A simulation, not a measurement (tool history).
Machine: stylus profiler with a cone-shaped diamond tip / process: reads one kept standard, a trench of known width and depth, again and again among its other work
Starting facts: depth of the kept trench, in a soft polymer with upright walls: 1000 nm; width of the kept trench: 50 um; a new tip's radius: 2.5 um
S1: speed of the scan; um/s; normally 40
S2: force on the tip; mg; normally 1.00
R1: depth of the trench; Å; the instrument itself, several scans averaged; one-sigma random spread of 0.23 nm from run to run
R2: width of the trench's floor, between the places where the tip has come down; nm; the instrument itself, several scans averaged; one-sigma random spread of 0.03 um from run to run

| run | hour | S1 | S2 | R1 | R2 |
|---|---|---|---|---|---|
| 1 | 0.0 | 40 | 1.00 | 10093.4 | 45660 |
| 2 | 7.0 | 122 | 1.00 | 10096.1 | 44880 |
| 3 | 14.5 | 20 | 1.00 | 10096.3 | 45850 |
| 4 | 28.9 | 40 | 1.00 | 10099.2 | 45600 |
| 5 | 42.0 | 40 | 1.00 | 10095.8 | 45640 |
| 6 | 50.4 | 40 | 1.00 | 10101.5 | 45610 |
| 7 | 64.0 | 40 | 1.00 | 10099.3 | 45640 |
| 8 | 79.2 | 129 | 1.00 | 10097.3 | 44760 |
| 9 | 89.5 | 129 | 1.00 | 10097.6 | 44790 |
| 10 | 101.7 | 129 | 1.00 | 10096.5 | 44690 |
| 11 | 109.1 | 129 | 1.00 | 10097.9 | 44740 |
| 12 | 121.6 | 40 | 1.00 | 10097.2 | 45630 |
| 13 | 138.5 | 73 | 1.00 | 10099.6 | 45260 |
| 14 | 150.2 | 73 | 1.00 | 10100.1 | 45270 |
| 15 | 157.1 | 73 | 1.00 | 10097.6 | 45320 |
| 16 | 171.7 | 73 | 1.00 | 10101.7 | 45250 |
| 17 | 181.0 | 73 | 1.00 | 10097.1 | 45240 |
| 18 | 191.4 | 73 | 1.00 | 10096.3 | 45320 |
| 19 | 204.4 | 73 | 1.00 | 10096.9 | 45250 |
| 20 | 213.7 | 40 | 1.00 | 10100.5 | 45560 |
| 21 | 220.6 | 40 | 1.00 | 10100.0 | 45580 |
| 22 | 232.1 | 40 | 1.00 | 10097.2 | 45610 |
| 23 | 246.3 | 54 | 1.00 | 10098.9 | 45430 |
| 24 | 261.1 | 54 | 1.49 | 10129.4 | 45540 |
| 25 | 275.7 | 15 | 1.28 | 10115.2 | 45880 |
| 26 | 290.4 | 40 | 0.53 | 10068.1 | 45390 |
| 27 | 301.0 | 28 | 0.70 | 10080.3 | 45650 |
| 28 | 316.7 | 28 | 0.70 | 10079.0 | 45670 |
|  | 318.3 | height scale calibrated on a step standard |
| 29 | 333.1 | 43 | 0.67 | 10081.0 | 45440 |
| 30 | 341.7 | 43 | 0.67 | 10083.1 | 45490 |
| 31 | 352.9 | 14 | 0.50 | 10070.3 | 45760 |
| 32 | 360.7 | 38 | 0.92 | 10100.1 | 45520 |
| 33 | 372.5 | 82 | 1.00 | 10109.2 | 45190 |
| 34 | 388.7 | 82 | 1.00 | 10103.9 | 45160 |
|  | 399.9 | height scale calibrated on a step standard, once more |
| 35 | 403.9 | 40 | 1.34 | 10118.3 | 45610 |
| 36 | 420.6 | 40 | 0.89 | 10090.2 | 45550 |
| 37 | 429.9 | 14 | 1.66 | 10139.5 | 45820 |
| 38 | 445.8 | 69 | 0.94 | 10095.2 | 45260 |
| 39 | 455.9 | 53 | 1.01 | 10098.7 | 45430 |
| 40 | 468.5 | 80 | 0.49 | 10067.9 | 44820 |
| 41 | 482.5 | 80 | 0.49 | 10059.2 | 44820 |
| 42 | 489.5 | 80 | 0.49 | 10064.4 | 44790 |
| 43 | 497.9 | 21 | 1.64 | 10135.3 | 45750 |
| 44 | 506.1 | 36 | 1.08 | 10108.6 | 45580 |
| 45 | 521.1 | 75 | 1.18 | 10109.1 | 45240 |
| 46 | 530.2 | 34 | 2.78 | 10193.7 | 45760 |

What if the next run were any one of these 3? Each begins from the tool's condition after run 46:
| A | 546.5 | 32 | 2.78 | ? | ? |
| B | 546.5 | 37 | 0.92 | ? | ? |
| C | 546.5 | 42 | 2.23 | ? | ? |

| run | R1 | R2 |
|---|---|---|
| A | 10193.4 | 45740 |
| B | 10093.7 | 45580 |
| C | 10165.1 | 45640 |
Without the tool's unlogged condition, the same runs would have read:
| run | R1 | R2 |
|---|---|---|
| A | 10186.0 | 45830 |
| B | 10086.4 | 45670 |
| C | 10157.8 | 45730 |

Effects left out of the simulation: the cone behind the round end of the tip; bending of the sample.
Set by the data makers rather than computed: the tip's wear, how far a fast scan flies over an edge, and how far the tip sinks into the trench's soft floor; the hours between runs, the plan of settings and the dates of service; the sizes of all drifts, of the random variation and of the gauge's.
